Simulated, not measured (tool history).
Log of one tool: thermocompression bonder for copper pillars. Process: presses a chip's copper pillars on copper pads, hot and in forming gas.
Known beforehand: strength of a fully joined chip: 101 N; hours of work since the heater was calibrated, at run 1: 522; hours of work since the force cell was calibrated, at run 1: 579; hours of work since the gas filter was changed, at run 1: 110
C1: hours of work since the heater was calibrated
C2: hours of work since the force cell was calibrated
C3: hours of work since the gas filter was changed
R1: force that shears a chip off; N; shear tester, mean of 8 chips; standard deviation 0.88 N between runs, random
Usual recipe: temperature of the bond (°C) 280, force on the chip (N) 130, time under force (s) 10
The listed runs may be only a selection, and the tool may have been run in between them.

Run 1, hour 0: usual settings; C1 522; C2 579; C3 110. Result: R1 73 N.
Run 2, hour 24.5: usual settings; C1 537; C2 595; C3 125. Result: R1 73.6 N.
Run 3, hour 53.1: usual settings but force on the chip (N) 163; C1 556; C2 613; C3 144. Result: R1 81.3 N.
Run 4, hour 72.9: usual settings but force on the chip (N) 83; C1 568; C2 625; C3 156. Result: R1 54.3 N.
Run 5, hour 96.2: usual settings but force on the chip (N) 148; C1 583; C2 640; C3 171. Result: R1 77.6 N.
Run 6, hour 111: usual settings but force on the chip (N) 148; C1 592; C2 649; C3 180. Result: R1 77.7 N.
Run 7, hour 133.7: usual settings but force on the chip (N) 155; C1 607; C2 664; C3 195. Result: R1 79 N.
Run 8, hour 163: usual settings but temperature of the bond (°C) 274, force on the chip (N) 165, time under force (s) 25; C1 625; C2 682; C3 213. Result: R1 92.6 N.
Run 9, hour 187.2: usual settings but temperature of the bond (°C) 267, force on the chip (N) 101, time under force (s) 11; C1 640; C2 698; C3 228. Result: R1 53.4 N.

Run 10, settings as shown, results not yet in. Your forecast:
Run 10, hour 204.8: usual settings but temperature of the bond (°C) 267, force on the chip (N) 101, time under force (s) 11; C1 652; C2 709; C3 240. Result: R1 ?.

{"run 10": {"R1": 55.9}}
Were there no unlogged condition in the tool, this run, its random variation unchanged, would have produced R1 56.3 N.
